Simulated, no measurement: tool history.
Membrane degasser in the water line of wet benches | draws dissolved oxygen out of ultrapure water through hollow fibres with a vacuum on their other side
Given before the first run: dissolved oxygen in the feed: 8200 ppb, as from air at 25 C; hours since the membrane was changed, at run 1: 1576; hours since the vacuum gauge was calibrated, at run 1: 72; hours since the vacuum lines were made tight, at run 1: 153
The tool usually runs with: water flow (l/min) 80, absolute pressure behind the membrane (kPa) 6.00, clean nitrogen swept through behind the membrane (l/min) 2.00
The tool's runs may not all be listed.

run	hour	water flow (l/min)	absolute pressure behind the membrane (kPa)	clean nitrogen swept through behind the membrane (l/min)	hours since the membrane was changed	hours since the vacuum gauge was calibrated	hours since the vacuum lines were made tight	dissolved oxygen in the water behind the degasser (ppb)	pressure that the water loses in the fibres (kPa)
1	0.0	80	6.00	2.00	1576	72	153	299.9	58.24
2	28.4	80	6.00	2.00	1605	100	181	301.8	58.05
3	57.8	80	6.00	1.03	1634	130	211	438.4	57.94
4	85.3	80	6.00	1.03	1661	157	238	436.3	58.34
5	126.7	80	6.00	1.62	1703	199	280	338.5	58.03
6	152.8	80	6.00	5.13	1729	225	306	179.8	57.82
7	189.8	80	6.00	5.13	1766	262	343	179.6	57.48
8	224.5	80	6.00	5.13	1801	296	377	180.4	57.96
9	259.5	80	6.00	5.13	1836	331	412	178.7	57.73
10	291.2	80	6.00	5.13	1867	363	444	180.6	57.64
11	329.4	80	13.35	2.00	1905	401	482	824.3	57.14
12	368.7	80	6.00	2.00	1945	441	522	294.5	57.55
13	407.4	80	6.00	2.00	1983	479	560	299.9	56.69
14	453.5	80	6.00	2.00	2030	525	606	297.5	57.12
15	492.2	80	6.00	2.00	2068	564	645	300.0	57.08
16	514.0	80	6.00	2.00	2090	586	667	299.6	56.86
17	535.7	80	9.98	4.98	2112	608	689	320.2	57.21
18	555.8	80	9.98	4.98	2132	628	709	325.2	57.20
19	590.8	64	9.00	1.38	2167	663	744	546.3	45.30
20	635.3	77	4.22	1.38	2211	707	788	179.7	54.90
21	664.8	110	8.94	2.00	2241	737	818	684.0	77.89
22	685.9	51	4.99	1.02	2262	758	839	203.9	36.18
23	714.9	51	4.99	1.02	2291	787	868	203.9	36.17
24	747.9	119	7.05	3.14	2324	820	901	428.8	83.78
25	778.7	92	8.52	2.00	2355	851	932	552.8	64.67
# hour 805.7: gauge calibrated
26	812.5	66	4.77	0.83	2389	884	965	263.6	48.27
27	843.3	66	4.77	0.83	2419	915	996	267.1	48.02
28	878.7	66	4.77	0.83	2455	951	1032	262.5	48.14
29	908.1	66	4.77	0.83	2484	980	1061	259.1	47.80
30	943.1	80	6.52	5.24	2519	1015	1096	196.0	58.14
31	971.6	80	6.52	5.24	2548	1044	1124	197.1	57.74
32	1006.3	80	6.52	5.24	2582	1078	1159	196.0	58.01

What if the next run were any one of these 3? Each begins from the tool's condition after run 32:
A	1047.0	51	11.68	1.58	2623	1119	1200	?	?
B	1047.0	87	5.16	3.57	2623	1119	1200	?	?
C	1047.0	80	11.24	2.00	2623	1119	1200	?	?

run	dissolved oxygen in the water behind the degasser (ppb)	pressure that the water loses in the fibres (kPa)
A	573.6	36.64
B	196.6	62.85
C	681.3	57.83
With no hidden state in the tool, these same runs would have given:
run	dissolved oxygen in the water behind the degasser (ppb)	pressure that the water loses in the fibres (kPa)
A	573.5	36.96
B	196.4	63.40
C	681.1	58.33
